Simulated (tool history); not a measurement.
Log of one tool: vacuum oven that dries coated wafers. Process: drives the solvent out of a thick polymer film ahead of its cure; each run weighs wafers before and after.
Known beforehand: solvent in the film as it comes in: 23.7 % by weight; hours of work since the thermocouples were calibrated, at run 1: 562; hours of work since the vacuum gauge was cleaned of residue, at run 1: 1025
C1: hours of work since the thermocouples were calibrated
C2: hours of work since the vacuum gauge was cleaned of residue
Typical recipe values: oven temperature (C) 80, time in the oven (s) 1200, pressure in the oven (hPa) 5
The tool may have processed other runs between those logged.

{"run": 1, "hour": 0.0, "oven temperature (C)": 80, "time in the oven (s)": 1200, "pressure in the oven (hPa)": 5, "C1": 562, "C2": 1025, "solvent left in the film (%)": 2.39}
{"run": 2, "hour": 64.6, "oven temperature (C)": 80, "time in the oven (s)": 1200, "pressure in the oven (hPa)": 5, "C1": 613, "C2": 1076, "solvent left in the film (%)": 2.37}
{"run": 3, "hour": 105.6, "oven temperature (C)": 80, "time in the oven (s)": 1200, "pressure in the oven (hPa)": 5, "C1": 646, "C2": 1109, "solvent left in the film (%)": 2.41}
{"run": 4, "hour": 177.8, "oven temperature (C)": 80, "time in the oven (s)": 1380, "pressure in the oven (hPa)": 5, "C1": 703, "C2": 1166, "solvent left in the film (%)": 1.83}
{"hour": 203.3, "done": "oven's thermocouples calibrated"}
{"run": 5, "hour": 255.0, "oven temperature (C)": 80, "time in the oven (s)": 1380, "pressure in the oven (hPa)": 5, "C1": 41, "C2": 1226, "solvent left in the film (%)": 2.15}
{"run": 6, "hour": 336.5, "oven temperature (C)": 80, "time in the oven (s)": 1200, "pressure in the oven (hPa)": 5, "C1": 106, "C2": 1291, "solvent left in the film (%)": 2.76}
{"run": 7, "hour": 399.7, "oven temperature (C)": 80, "time in the oven (s)": 1200, "pressure in the oven (hPa)": 5, "C1": 156, "C2": 1341, "solvent left in the film (%)": 2.69}
{"run": 8, "hour": 482.6, "oven temperature (C)": 80, "time in the oven (s)": 1200, "pressure in the oven (hPa)": 5, "C1": 222, "C2": 1407, "solvent left in the film (%)": 2.68}
{"run": 9, "hour": 566.3, "oven temperature (C)": 80, "time in the oven (s)": 1200, "pressure in the oven (hPa)": 5, "C1": 289, "C2": 1474, "solvent left in the film (%)": 2.68}
{"run": 10, "hour": 621.4, "oven temperature (C)": 80, "time in the oven (s)": 1200, "pressure in the oven (hPa)": 5, "C1": 332, "C2": 1518, "solvent left in the film (%)": 2.69}
{"run": 11, "hour": 685.9, "oven temperature (C)": 80, "time in the oven (s)": 1200, "pressure in the oven (hPa)": 5, "C1": 384, "C2": 1569, "solvent left in the film (%)": 2.68}
{"run": 12, "hour": 757.4, "oven temperature (C)": 80, "time in the oven (s)": 900, "pressure in the oven (hPa)": 5, "C1": 441, "C2": 1626, "solvent left in the film (%)": 4.24}
{"run": 13, "hour": 814.5, "oven temperature (C)": 80, "time in the oven (s)": 900, "pressure in the oven (hPa)": 5, "C1": 486, "C2": 1671, "solvent left in the film (%)": 4.14}
{"run": 14, "hour": 869.1, "oven temperature (C)": 80, "time in the oven (s)": 900, "pressure in the oven (hPa)": 5, "C1": 529, "C2": 1715, "solvent left in the film (%)": 4.17}
{"run": 15, "hour": 913.4, "oven temperature (C)": 80, "time in the oven (s)": 900, "pressure in the oven (hPa)": 5, "C1": 565, "C2": 1750, "solvent left in the film (%)": 4.18}
{"run": 16, "hour": 970.0, "oven temperature (C)": 80, "time in the oven (s)": 1200, "pressure in the oven (hPa)": 6.32, "C1": 610, "C2": 1795, "solvent left in the film (%)": 2.72}
{"run": 17, "hour": 1050.6, "oven temperature (C)": 80, "time in the oven (s)": 1200, "pressure in the oven (hPa)": 5, "C1": 674, "C2": 1859, "solvent left in the film (%)": 2.64}
{"run": 18, "hour": 1091.1, "oven temperature (C)": 80, "time in the oven (s)": 1200, "pressure in the oven (hPa)": 5, "C1": 706, "C2": 1891, "solvent left in the film (%)": 2.68}
{"hour": 1113.6, "done": "oven's thermocouples calibrated"}
{"run": 19, "hour": 1132.3, "oven temperature (C)": 80, "time in the oven (s)": 1200, "pressure in the oven (hPa)": 5, "C1": 15, "C2": 1922, "solvent left in the film (%)": 2.9}
{"run": 20, "hour": 1188.9, "oven temperature (C)": 80, "time in the oven (s)": 1200, "pressure in the oven (hPa)": 5, "C1": 60, "C2": 1967, "solvent left in the film (%)": 2.83}
{"run": 21, "hour": 1238.8, "oven temperature (C)": 80, "time in the oven (s)": 1320, "pressure in the oven (hPa)": 5, "C1": 99, "C2": 2007, "solvent left in the film (%)": 2.41}
{"run": 22, "hour": 1314.5, "oven temperature (C)": 77, "time in the oven (s)": 1200, "pressure in the oven (hPa)": 5, "C1": 160, "C2": 2067, "solvent left in the film (%)": 3.68}
{"run": 23, "hour": 1378.8, "oven temperature (C)": 77, "time in the oven (s)": 1200, "pressure in the oven (hPa)": 5, "C1": 211, "C2": 2118, "solvent left in the film (%)": 3.67}
{"run": 24, "hour": 1443.3, "oven temperature (C)": 73, "time in the oven (s)": 1200, "pressure in the oven (hPa)": 2.6, "C1": 262, "C2": 2169, "solvent left in the film (%)": 4.78}
{"run": 25, "hour": 1518.5, "oven temperature (C)": 73, "time in the oven (s)": 1200, "pressure in the oven (hPa)": 2.6, "C1": 322, "C2": 2229, "solvent left in the film (%)": 4.8}
{"run": 26, "hour": 1565.6, "oven temperature (C)": 71, "time in the oven (s)": 1140, "pressure in the oven (hPa)": 6.89, "C1": 359, "C2": 2267, "solvent left in the film (%)": 5.9}
{"run": 27, "hour": 1627.9, "oven temperature (C)": 90, "time in the oven (s)": 900, "pressure in the oven (hPa)": 2.5, "C1": 409, "C2": 2316, "solvent left in the film (%)": 1.83}
{"run": 28, "hour": 1664.3, "oven temperature (C)": 80, "time in the oven (s)": 780, "pressure in the oven (hPa)": 11.8, "C1": 438, "C2": 2345, "solvent left in the film (%)": 5.48}
{"run": 29, "hour": 1706.0, "oven temperature (C)": 80, "time in the oven (s)": 720, "pressure in the oven (hPa)": 5, "C1": 471, "C2": 2378, "solvent left in the film (%)": 5.79}
{"run": 30, "hour": 1769.3, "oven temperature (C)": 80, "time in the oven (s)": 1140, "pressure in the oven (hPa)": 4.07, "C1": 521, "C2": 2429, "solvent left in the film (%)": 2.97}
{"run": 31, "hour": 1850.1, "oven temperature (C)": 80, "time in the oven (s)": 1140, "pressure in the oven (hPa)": 4.07, "C1": 586, "C2": 2493, "solvent left in the film (%)": 3.08}
{"hour": 1863.2, "done": "vacuum gauge cleaned of residue and calibrated"}
{"run": 32, "hour": 1892.4, "oven temperature (C)": 80, "time in the oven (s)": 1200, "pressure in the oven (hPa)": 11.7, "C1": 618, "C2": 23, "solvent left in the film (%)": 2.58}
{"run": 33, "hour": 1948.0, "oven temperature (C)": 80, "time in the oven (s)": 1200, "pressure in the oven (hPa)": 18.83, "C1": 662, "C2": 67, "solvent left in the film (%)": 2.84}
{"hour": 2025.8, "done": "oven's thermocouples calibrated"}
{"run": 34, "hour": 2026.3, "oven temperature (C)": 80, "time in the oven (s)": 1200, "pressure in the oven (hPa)": 18.83, "C1": 0, "C2": 128, "solvent left in the film (%)": 2.91}
{"run": 35, "hour": 2100.0, "oven temperature (C)": 75, "time in the oven (s)": 720, "pressure in the oven (hPa)": 7.25, "C1": 59, "C2": 187, "solvent left in the film (%)": 7.09}
{"run": 36, "hour": 2178.2, "oven temperature (C)": 75, "time in the oven (s)": 720, "pressure in the oven (hPa)": 7.25, "C1": 121, "C2": 249, "solvent left in the film (%)": 7.08}
{"run": 37, "hour": 2218.8, "oven temperature (C)": 70, "time in the oven (s)": 660, "pressure in the oven (hPa)": 7.25, "C1": 153, "C2": 281, "solvent left in the film (%)": 9.41}
{"run": 38, "hour": 2271.5, "oven temperature (C)": 70, "time in the oven (s)": 660, "pressure in the oven (hPa)": 7.25, "C1": 195, "C2": 323, "solvent left in the film (%)": 9.42}
{"run": 39, "hour": 2307.6, "oven temperature (C)": 70, "time in the oven (s)": 660, "pressure in the oven (hPa)": 7.25, "C1": 224, "C2": 352, "solvent left in the film (%)": 9.28}
{"run": 40, "hour": 2374.6, "oven temperature (C)": 77, "time in the oven (s)": 1200, "pressure in the oven (hPa)": 15.82, "C1": 277, "C2": 405, "solvent left in the film (%)": 3.55}
{"run": 41, "hour": 2460.4, "oven temperature (C)": 93, "time in the oven (s)": 1440, "pressure in the oven (hPa)": 6.3, "C1": 346, "C2": 473, "solvent left in the film (%)": 0.47}
{"run": 42, "hour": 2546.2, "oven temperature (C)": 93, "time in the oven (s)": 1440, "pressure in the oven (hPa)": 6.3, "C1": 414, "C2": 541, "solvent left in the film (%)": 0.44}
{"run": 43, "hour": 2595.7, "oven temperature (C)": 85, "time in the oven (s)": 660, "pressure in the oven (hPa)": 10.77, "C1": 453, "C2": 581, "solvent left in the film (%)": 4.37}
{"run": 44, "hour": 2679.3, "oven temperature (C)": 85, "time in the oven (s)": 660, "pressure in the oven (hPa)": 10.77, "C1": 520, "C2": 647, "solvent left in the film (%)": 4.39}
{"run": 45, "hour": 2743.8, "oven temperature (C)": 84, "time in the oven (s)": 660, "pressure in the oven (hPa)": 10.77, "C1": 571, "C2": 699, "solvent left in the film (%)": 4.76}
{"run": 46, "hour": 2791.5, "oven temperature (C)": 84, "time in the oven (s)": 1860, "pressure in the oven (hPa)": 10.77, "C1": 609, "C2": 736, "solvent left in the film (%)": 0.8}

Results for each run, recomputed without the tool's hidden state and with each run's random variation untouched:
Hidden state at play: true wafer temperature over the reading, C; true pressure over the reading, kPa; drift of the gauge itself on solvent_pct, %.
run=1 solvent_left_in_the_film_(%)=2.32
run=2 solvent_left_in_the_film_(%)=2.31
run=3 solvent_left_in_the_film_(%)=2.35
run=4 solvent_left_in_the_film_(%)=1.74
run=5 solvent_left_in_the_film_(%)=1.81
run=6 solvent_left_in_the_film_(%)=2.42
run=7 solvent_left_in_the_film_(%)=2.36
run=8 solvent_left_in_the_film_(%)=2.36
run=9 solvent_left_in_the_film_(%)=2.37
run=10 solvent_left_in_the_film_(%)=2.38
run=11 solvent_left_in_the_film_(%)=2.37
run=12 solvent_left_in_the_film_(%)=3.98
run=13 solvent_left_in_the_film_(%)=3.89
run=14 solvent_left_in_the_film_(%)=3.93
run=15 solvent_left_in_the_film_(%)=3.94
run=16 solvent_left_in_the_film_(%)=2.43
run=17 solvent_left_in_the_film_(%)=2.35
run=18 solvent_left_in_the_film_(%)=2.4
run=19 solvent_left_in_the_film_(%)=2.39
run=20 solvent_left_in_the_film_(%)=2.33
run=21 solvent_left_in_the_film_(%)=1.92
run=22 solvent_left_in_the_film_(%)=3.14
run=23 solvent_left_in_the_film_(%)=3.14
run=24 solvent_left_in_the_film_(%)=4.19
run=25 solvent_left_in_the_film_(%)=4.23
run=26 solvent_left_in_the_film_(%)=5.31
run=27 solvent_left_in_the_film_(%)=1.51
run=28 solvent_left_in_the_film_(%)=5.1
run=29 solvent_left_in_the_film_(%)=5.42
run=30 solvent_left_in_the_film_(%)=2.53
run=31 solvent_left_in_the_film_(%)=2.64
run=32 solvent_left_in_the_film_(%)=2.68
run=33 solvent_left_in_the_film_(%)=2.95
run=34 solvent_left_in_the_film_(%)=2.94
run=35 solvent_left_in_the_film_(%)=7.16
run=36 solvent_left_in_the_film_(%)=7.16
run=37 solvent_left_in_the_film_(%)=9.49
run=38 solvent_left_in_the_film_(%)=9.52
run=39 solvent_left_in_the_film_(%)=9.38
run=40 solvent_left_in_the_film_(%)=3.62
run=41 solvent_left_in_the_film_(%)=0.43
run=42 solvent_left_in_the_film_(%)=0.4
run=43 solvent_left_in_the_film_(%)=4.52
run=44 solvent_left_in_the_film_(%)=4.56
run=45 solvent_left_in_the_film_(%)=4.95
run=46 solvent_left_in_the_film_(%)=0.73
